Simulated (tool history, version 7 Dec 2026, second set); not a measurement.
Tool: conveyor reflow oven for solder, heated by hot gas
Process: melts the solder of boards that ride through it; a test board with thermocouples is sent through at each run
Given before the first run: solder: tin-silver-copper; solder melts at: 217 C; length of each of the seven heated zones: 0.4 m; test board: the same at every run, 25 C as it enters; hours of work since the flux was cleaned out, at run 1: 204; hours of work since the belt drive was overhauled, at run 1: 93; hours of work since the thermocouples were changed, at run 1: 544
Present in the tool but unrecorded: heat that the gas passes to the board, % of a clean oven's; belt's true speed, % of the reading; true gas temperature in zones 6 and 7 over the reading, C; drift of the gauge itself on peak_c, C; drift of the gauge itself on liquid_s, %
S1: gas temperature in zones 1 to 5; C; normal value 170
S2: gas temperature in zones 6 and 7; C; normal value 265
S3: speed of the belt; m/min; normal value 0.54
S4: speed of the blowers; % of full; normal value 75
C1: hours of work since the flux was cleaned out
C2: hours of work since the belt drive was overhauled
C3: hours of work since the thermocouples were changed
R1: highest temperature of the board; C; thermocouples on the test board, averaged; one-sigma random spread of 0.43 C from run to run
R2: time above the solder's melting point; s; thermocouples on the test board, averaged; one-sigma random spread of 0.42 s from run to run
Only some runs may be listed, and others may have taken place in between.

Run 1, hour 0: usual settings; C1 204; C2 93; C3 544. Result: R1 255.8 C, R2 69 s.
Run 2, hour 5.1: usual settings but S3 0.644 m/min; C1 207; C2 95; C3 547. Result: R1 252 C, R2 53.7 s.
Run 3, hour 11.4: usual settings but S3 0.644 m/min; C1 210; C2 99; C3 550. Result: R1 251.3 C, R2 53.5 s.
Run 4, hour 17.7: usual settings but S3 0.644 m/min; C1 213; C2 102; C3 553. Result: R1 250.7 C, R2 53.7 s.
Run 5, hour 26.5: usual settings; C1 217; C2 106; C3 557. Result: R1 255.4 C, R2 69.1 s.
Run 6, hour 33.3: usual settings; C1 220; C2 109; C3 561. Result: R1 256.8 C, R2 70.1 s.
Run 7, hour 38: usual settings but S4 52 % of full; C1 223; C2 111; C3 563. Result: R1 253.3 C, R2 66.1 s.
Run 8, hour 47.5: usual settings; C1 227; C2 116; C3 567. Result: R1 255.6 C, R2 69.5 s.
Run 9, hour 55.8: usual settings but S2 270 C; C1 231; C2 120; C3 571. Result: R1 260.8 C, R2 72.4 s.
At hour 62.2: flux residue cleaned out of gas plates and filters.
Run 10, hour 67.5: usual settings but S1 183 C; C1 3; C2 123; C3 575. Result: R1 258.1 C, R2 76.4 s.
Run 11, hour 73.7: usual settings but S1 183 C; C1 6; C2 126; C3 578. Result: R1 257.4 C, R2 77 s.
Run 12, hour 79.2: usual settings but S4 57 % of full; C1 8; C2 129; C3 580. Result: R1 254 C, R2 68.8 s.
Run 13, hour 86.7: usual settings; C1 12; C2 133; C3 584. Result: R1 257.6 C, R2 70.6 s.
Run 14, hour 96.2: usual settings; C1 16; C2 137; C3 589. Result: R1 256.5 C, R2 70.8 s.
Run 15, hour 105.4: usual settings; C1 21; C2 142; C3 593. Result: R1 256.2 C, R2 70.7 s.
Run 16, hour 111: usual settings; C1 24; C2 144; C3 596. Result: R1 256.5 C, R2 71.2 s.
Run 17, hour 118.7: usual settings but S1 167 C, S2 253 C, S3 0.52 m/min; C1 27; C2 148; C3 599. Result: R1 246.9 C, R2 65.1 s.
Run 18, hour 123.7: usual settings but S1 158 C, S2 270 C, S3 0.474 m/min, S4 73 % of full; C1 30; C2 150; C3 602. Result: R1 264 C, R2 81.6 s.
Run 19, hour 129.6: usual settings but S3 0.438 m/min, S4 57 % of full; C1 33; C2 153; C3 605. Result: R1 259.5 C, R2 92.1 s.
Run 20, hour 137.8: usual settings but S2 259 C, S3 0.48 m/min, S4 63 % of full; C1 37; C2 157; C3 609. Result: R1 253 C, R2 77.6 s.
Run 21, hour 141.9: usual settings but S2 259 C, S3 0.48 m/min, S4 63 % of full; C1 39; C2 159; C3 611. Result: R1 252.5 C, R2 77.2 s.
Run 22, hour 149.3: usual settings but S1 167 C, S2 260 C; C1 42; C2 163; C3 614. Result: R1 251.9 C, R2 65.8 s.
Run 23, hour 158.4: usual settings but S3 0.432 m/min, S4 63 % of full; C1 47; C2 167; C3 619. Result: R1 260.7 C, R2 93.4 s.
Run 24, hour 167.7: usual settings but S1 183 C, S3 0.575 m/min, S4 54 % of full; C1 51; C2 172; C3 623. Result: R1 253.5 C, R2 68.1 s.
Run 25, hour 172.2: usual settings but S1 183 C, S2 263 C, S3 0.576 m/min, S4 54 % of full; C1 53; C2 174; C3 625. Result: R1 252.4 C, R2 67 s.
Run 26, hour 179.9: usual settings but S1 183 C, S2 263 C, S3 0.594 m/min, S4 54 % of full; C1 57; C2 178; C3 629. Result: R1 251.7 C, R2 64.3 s.
Run 27, hour 189.4: usual settings but S1 183 C, S2 263 C, S3 0.594 m/min, S4 54 % of full; C1 62; C2 182; C3 634. Result: R1 251.7 C, R2 64.8 s.
Run 28, hour 195.9: usual settings but S1 183 C, S2 263 C, S3 0.594 m/min, S4 54 % of full; C1 65; C2 185; C3 637. Result: R1 251.7 C, R2 64.1 s.
Run 29, hour 204.5: usual settings but S1 157 C, S2 261 C, S4 71 % of full; C1 69; C2 190; C3 641. Result: R1 250.9 C, R2 61.6 s.
Run 30, hour 213: usual settings but S2 266 C, S3 0.524 m/min, S4 68 % of full; C1 73; C2 194; C3 645. Result: R1 257.7 C, R2 73 s.
Run 31, hour 221.7: usual settings but S2 266 C, S3 0.62 m/min, S4 68 % of full; C1 77; C2 198; C3 649. Result: R1 253.1 C, R2 57.5 s.
Run 32, hour 231.2: usual settings but S2 266 C, S3 0.62 m/min, S4 68 % of full; C1 82; C2 203; C3 654. Result: R1 252.5 C, R2 57.5 s.

Each row is a separate what-if for the run after 32, all from the same tool condition, not one after another. Results?
Run A, hour 236: usual settings but S2 269 C, S3 0.434 m/min; C1 84; C2 205; C3 656. Result: R1 ?, R2 ?.
Run B, hour 236: usual settings but S1 174 C, S2 254 C, S3 0.531 m/min; C1 84; C2 205; C3 656. Result: R1 ?, R2 ?.
Run C, hour 236: usual settings but S2 257 C, S3 0.437 m/min, S4 54 % of full; C1 84; C2 205; C3 656. Result: R1 ?, R2 ?.

run     R1    R2
  A  265.1  96.3
  B  247.2  66.8
  C  251.7  85.3
Stripped of hidden state, with their random variation kept, the same runs would have yielded:
run     R1    R2
  A  263.4  95.1
  B  245.6  65.5
  C  249.9  83.6
